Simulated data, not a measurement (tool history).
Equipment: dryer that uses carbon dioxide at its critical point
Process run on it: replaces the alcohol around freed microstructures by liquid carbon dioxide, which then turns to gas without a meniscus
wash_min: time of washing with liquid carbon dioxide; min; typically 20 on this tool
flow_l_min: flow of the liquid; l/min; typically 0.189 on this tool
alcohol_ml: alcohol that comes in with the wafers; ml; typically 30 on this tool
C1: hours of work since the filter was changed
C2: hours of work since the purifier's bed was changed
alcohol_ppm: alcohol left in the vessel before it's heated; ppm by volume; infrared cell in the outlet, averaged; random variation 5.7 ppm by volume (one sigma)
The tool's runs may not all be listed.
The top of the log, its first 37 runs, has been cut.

{"run": 38, "hour": 338.0, "wash_min": 23, "flow_l_min": 0.148, "alcohol_ml": 30, "C1": 149, "C2": 457, "alcohol_ppm": 425}
{"run": 39, "hour": 349.4, "wash_min": 14, "flow_l_min": 0.189, "alcohol_ml": 55, "C1": 157, "C2": 465, "alcohol_ppm": 2311}
{"run": 40, "hour": 357.4, "wash_min": 14, "flow_l_min": 0.189, "alcohol_ml": 55, "C1": 162, "C2": 470, "alcohol_ppm": 2269}
{"run": 41, "hour": 368.8, "wash_min": 22, "flow_l_min": 0.208, "alcohol_ml": 30, "C1": 169, "C2": 478, "alcohol_ppm": 104}
{"run": 42, "hour": 377.5, "wash_min": 22, "flow_l_min": 0.208, "alcohol_ml": 30, "C1": 175, "C2": 484, "alcohol_ppm": 111}
{"run": 43, "hour": 383.5, "wash_min": 22, "flow_l_min": 0.208, "alcohol_ml": 30, "C1": 179, "C2": 488, "alcohol_ppm": 112}
{"run": 44, "hour": 389.4, "wash_min": 24, "flow_l_min": 0.148, "alcohol_ml": 32, "C1": 183, "C2": 492, "alcohol_ppm": 408}
{"run": 45, "hour": 394.4, "wash_min": 24, "flow_l_min": 0.148, "alcohol_ml": 32, "C1": 186, "C2": 495, "alcohol_ppm": 392}
{"run": 46, "hour": 400.8, "wash_min": 29, "flow_l_min": 0.113, "alcohol_ml": 68, "C1": 191, "C2": 499, "alcohol_ppm": 1193}
{"run": 47, "hour": 406.2, "wash_min": 29, "flow_l_min": 0.113, "alcohol_ml": 68, "C1": 194, "C2": 503, "alcohol_ppm": 1238}

Predict each of these 3 candidate next runs independently; none follows another, all start after run 47:
{"run": "A", "hour": 411.1, "wash_min": 15, "flow_l_min": 0.118, "alcohol_ml": 33, "C1": 197, "C2": 506, "alcohol_ppm": "?"}
{"run": "B", "hour": 411.1, "wash_min": 25, "flow_l_min": 0.189, "alcohol_ml": 60, "C1": 197, "C2": 506, "alcohol_ppm": "?"}
{"run": "C", "hour": 411.1, "wash_min": 29, "flow_l_min": 0.17, "alcohol_ml": 40, "C1": 197, "C2": 506, "alcohol_ppm": "?"}

run=A alcohol_ppm=5091
run=B alcohol_ppm=163
run=C alcohol_ppm=98
Had the tool no hidden state, the same runs would have come out as:
run=A alcohol_ppm=4246
run=B alcohol_ppm=84
run=C alcohol_ppm=41
